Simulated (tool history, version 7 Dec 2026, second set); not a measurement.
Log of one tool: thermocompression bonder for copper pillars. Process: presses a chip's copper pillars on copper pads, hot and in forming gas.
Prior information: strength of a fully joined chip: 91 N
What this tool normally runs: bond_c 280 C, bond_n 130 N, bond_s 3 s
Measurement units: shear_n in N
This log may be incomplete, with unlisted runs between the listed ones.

{"run": 1, "day": 0.0, "bond_c": 280, "bond_n": 130, "bond_s": 3, "shear_n": 59.8}
{"run": 2, "day": 2.183, "bond_c": 280, "bond_n": 145, "bond_s": 3, "shear_n": 62.3}
{"day": 4.05, "done": "forming gas filter changed"}
{"run": 3, "day": 4.721, "bond_c": 280, "bond_n": 145, "bond_s": 3, "shear_n": 62.9}
{"run": 4, "day": 6.192, "bond_c": 280, "bond_n": 130, "bond_s": 3, "shear_n": 58.4}
{"run": 5, "day": 8.7, "bond_c": 275, "bond_n": 130, "bond_s": 3, "shear_n": 57.6}
{"run": 6, "day": 10.317, "bond_c": 269, "bond_n": 130, "bond_s": 3, "shear_n": 52}
{"run": 7, "day": 11.846, "bond_c": 308, "bond_n": 106, "bond_s": 3, "shear_n": 63.9}
{"run": 8, "day": 13.462, "bond_c": 292, "bond_n": 128, "bond_s": 8, "shear_n": 78.4}
{"run": 9, "day": 14.742, "bond_c": 292, "bond_n": 128, "bond_s": 6, "shear_n": 74.3}
{"run": 10, "day": 16.429, "bond_c": 257, "bond_n": 118, "bond_s": 5, "shear_n": 52.1}
{"run": 11, "day": 18.379, "bond_c": 257, "bond_n": 194, "bond_s": 5, "shear_n": 69.4}
{"run": 12, "day": 20.592, "bond_c": 257, "bond_n": 135, "bond_s": 3, "shear_n": 49.1}

Predict each of these 4 candidate next runs independently; none follows another, all start after run 12:
{"run": "A", "day": 22.671, "bond_c": 277, "bond_n": 126, "bond_s": 2, "shear_n": "?"}
{"run": "B", "day": 22.671, "bond_c": 309, "bond_n": 135, "bond_s": 4, "shear_n": "?"}
{"run": "C", "day": 22.671, "bond_c": 308, "bond_n": 144, "bond_s": 9, "shear_n": "?"}
{"run": "D", "day": 22.671, "bond_c": 280, "bond_n": 83, "bond_s": 5, "shear_n": "?"}

run=A shear_n=48.3
run=B shear_n=76.5
run=C shear_n=84.5
run=D shear_n=52.5
With the hidden condition removed and each run's random variation left untouched, the same runs would have given:
run=A shear_n=48.5
run=B shear_n=76.7
run=C shear_n=84.8
run=D shear_n=52.7
